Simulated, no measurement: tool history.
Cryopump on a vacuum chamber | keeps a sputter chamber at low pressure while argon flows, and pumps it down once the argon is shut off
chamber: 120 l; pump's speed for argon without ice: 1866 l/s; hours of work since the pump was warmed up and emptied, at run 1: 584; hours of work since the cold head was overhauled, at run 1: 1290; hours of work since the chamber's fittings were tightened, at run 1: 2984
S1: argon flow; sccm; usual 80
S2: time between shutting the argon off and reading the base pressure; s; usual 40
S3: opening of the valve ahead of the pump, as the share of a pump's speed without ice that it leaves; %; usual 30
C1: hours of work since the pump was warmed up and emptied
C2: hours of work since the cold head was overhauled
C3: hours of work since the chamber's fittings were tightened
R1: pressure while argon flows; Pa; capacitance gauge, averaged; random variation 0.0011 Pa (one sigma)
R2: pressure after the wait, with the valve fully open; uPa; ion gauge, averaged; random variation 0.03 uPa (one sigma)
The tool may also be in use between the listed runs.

Run 1, hour 0: usual settings; C1 584; C2 1290; C3 2984. Result: R1 0.2661 Pa, R2 3.35 uPa.
Run 2, hour 61.5: usual settings; C1 612; C2 1317; C3 3012. Result: R1 0.2718 Pa, R2 3.37 uPa.
Run 3, hour 106.2: usual settings; C1 632; C2 1337; C3 3032. Result: R1 0.272 Pa, R2 3.39 uPa.
Run 4, hour 173: usual settings; C1 662; C2 1367; C3 3062. Result: R1 0.2726 Pa, R2 3.58 uPa.
At hour 256.3: pump warmed up, emptied and cooled again.
Run 5, hour 257.8: usual settings; C1 1; C2 1403; C3 3098. Result: R1 0.2429 Pa, R2 2.89 uPa.
Run 6, hour 321.7: usual settings but S1 35 sccm; C1 29; C2 1432; C3 3126. Result: R1 0.1059 Pa, R2 2.89 uPa.
Run 7, hour 371.1: usual settings but S1 35 sccm; C1 52; C2 1454; C3 3149. Result: R1 0.1077 Pa, R2 2.96 uPa.
Run 8, hour 443.8: usual settings but S1 35 sccm; C1 84; C2 1487; C3 3181. Result: R1 0.1084 Pa, R2 3.03 uPa.
Run 9, hour 478.8: usual settings but S1 35 sccm; C1 100; C2 1503; C3 3197. Result: R1 0.1085 Pa, R2 3.03 uPa.
Run 10, hour 514.3: usual settings but S1 35 sccm, S3 38 %; C1 116; C2 1519; C3 3213. Result: R1 0.085 Pa, R2 3.09 uPa.
Run 11, hour 583.4: usual settings; C1 147; C2 1550; C3 3244. Result: R1 0.249 Pa, R2 3.12 uPa.
Run 12, hour 649.4: usual settings; C1 177; C2 1579; C3 3274. Result: R1 0.2497 Pa, R2 3.14 uPa.
Run 13, hour 690.3: usual settings; C1 195; C2 1598; C3 3292. Result: R1 0.2498 Pa, R2 3.08 uPa.
Run 14, hour 760.2: usual settings; C1 226; C2 1629; C3 3323. Result: R1 0.2507 Pa, R2 3.14 uPa.
Run 15, hour 817.8: usual settings; C1 252; C2 1655; C3 3349. Result: R1 0.251 Pa, R2 3.22 uPa.
Run 16, hour 851.3: usual settings; C1 267; C2 1670; C3 3364. Result: R1 0.2542 Pa, R2 3.23 uPa.
Run 17, hour 915: usual settings but S2 104 s; C1 296; C2 1699; C3 3393. Result: R1 0.255 Pa, R2 2.46 uPa.
Run 18, hour 966.2: usual settings but S1 56 sccm, S2 239 s, S3 21 %; C1 319; C2 1722; C3 3416. Result: R1 0.2528 Pa, R2 2.23 uPa.
Run 19, hour 999.9: usual settings but S1 100 sccm; C1 334; C2 1737; C3 3431. Result: R1 0.3191 Pa, R2 3.35 uPa.
Run 20, hour 1037.6: usual settings but S1 136 sccm, S2 54 s, S3 48 %; C1 351; C2 1754; C3 3448. Result: R1 0.2845 Pa, R2 3.11 uPa.
Run 21, hour 1089: usual settings but S1 136 sccm, S2 54 s, S3 48 %; C1 374; C2 1777; C3 3471. Result: R1 0.2871 Pa, R2 3.11 uPa.
Run 22, hour 1167.5: usual settings but S1 136 sccm, S2 54 s, S3 48 %; C1 409; C2 1812; C3 3506. Result: R1 0.2925 Pa, R2 3.17 uPa.
Run 23, hour 1210.3: usual settings but S1 84 sccm, S2 54 s, S3 17 %; C1 429; C2 1831; C3 3526. Result: R1 0.4664 Pa, R2 3.05 uPa.
Run 24, hour 1289.2: usual settings but S1 84 sccm, S2 54 s, S3 17 %; C1 464; C2 1867; C3 3561. Result: R1 0.4709 Pa, R2 3.25 uPa.
Run 25, hour 1329.8: usual settings but S1 84 sccm, S2 54 s, S3 17 %; C1 482; C2 1885; C3 3579. Result: R1 0.4727 Pa, R2 3.27 uPa.
Run 26, hour 1384.9: usual settings but S1 117 sccm, S2 213 s, S3 22 %; C1 507; C2 1910; C3 3604. Result: R1 0.5148 Pa, R2 2.55 uPa.
Run 27, hour 1438.2: usual settings but S1 111 sccm, S2 213 s, S3 22 %; C1 531; C2 1934; C3 3628. Result: R1 0.4942 Pa, R2 2.62 uPa.
Run 28, hour 1506.5: usual settings but S2 22 s, S3 48 %; C1 562; C2 1964; C3 3659. Result: R1 0.1771 Pa, R2 4.98 uPa.
Run 29, hour 1544.4: usual settings but S1 101 sccm, S2 51 s, S3 26 %; C1 579; C2 1981; C3 3676. Result: R1 0.3842 Pa, R2 3.51 uPa.
Run 30, hour 1619.5: usual settings but S1 135 sccm, S2 270 s, S3 26 %; C1 612; C2 2015; C3 3709. Result: R1 0.5191 Pa, R2 2.82 uPa.
Run 31, hour 1659.3: usual settings but S1 93 sccm, S2 127 s, S3 48 %; C1 630; C2 2033; C3 3727. Result: R1 0.2091 Pa, R2 2.9 uPa.
Run 32, hour 1730.9: usual settings but S1 58 sccm, S2 127 s, S3 25 %; C1 663; C2 2065; C3 3759. Result: R1 0.2344 Pa, R2 3.01 uPa.
Run 33, hour 1767.5: usual settings but S2 145 s, S3 18 %; C1 679; C2 2082; C3 3776. Result: R1 0.4355 Pa, R2 3.13 uPa.
At hour 1809.4: pump warmed up, emptied and cooled again.
Run 34, hour 1809.4: usual settings but S1 93 sccm, S2 100 s, S3 29 %; C1 0; C2 2098; C3 3793. Result: R1 0.2891 Pa, R2 2.43 uPa.

4 ways to go on from here, each from the tool as it stands after run 34. What would each give?
Run A, hour 1873.9: usual settings but S2 31 s, S3 40 %; C1 29; C2 2127; C3 3821. Result: R1 ?, R2 ?.
Run B, hour 1873.9: usual settings but S1 138 sccm, S2 37 s, S3 20 %; C1 29; C2 2127; C3 3821. Result: R1 ?, R2 ?.
Run C, hour 1873.9: usual settings but S1 126 sccm, S2 168 s, S3 29 %; C1 29; C2 2127; C3 3821. Result: R1 ?, R2 ?.
Run D, hour 1873.9: usual settings but S3 15 %; C1 29; C2 2127; C3 3821. Result: R1 ?, R2 ?.

run      R1    R2
  A  0.1819   3.6
  B  0.6299  3.35
  C  0.3949  2.23
  D  0.4842  3.23
Without the tool's hidden state the same runs would have given:
run      R1    R2
  A  0.1798  1.87
  B  0.6264  1.62
  C  0.3917  0.49
  D  0.4822   1.5

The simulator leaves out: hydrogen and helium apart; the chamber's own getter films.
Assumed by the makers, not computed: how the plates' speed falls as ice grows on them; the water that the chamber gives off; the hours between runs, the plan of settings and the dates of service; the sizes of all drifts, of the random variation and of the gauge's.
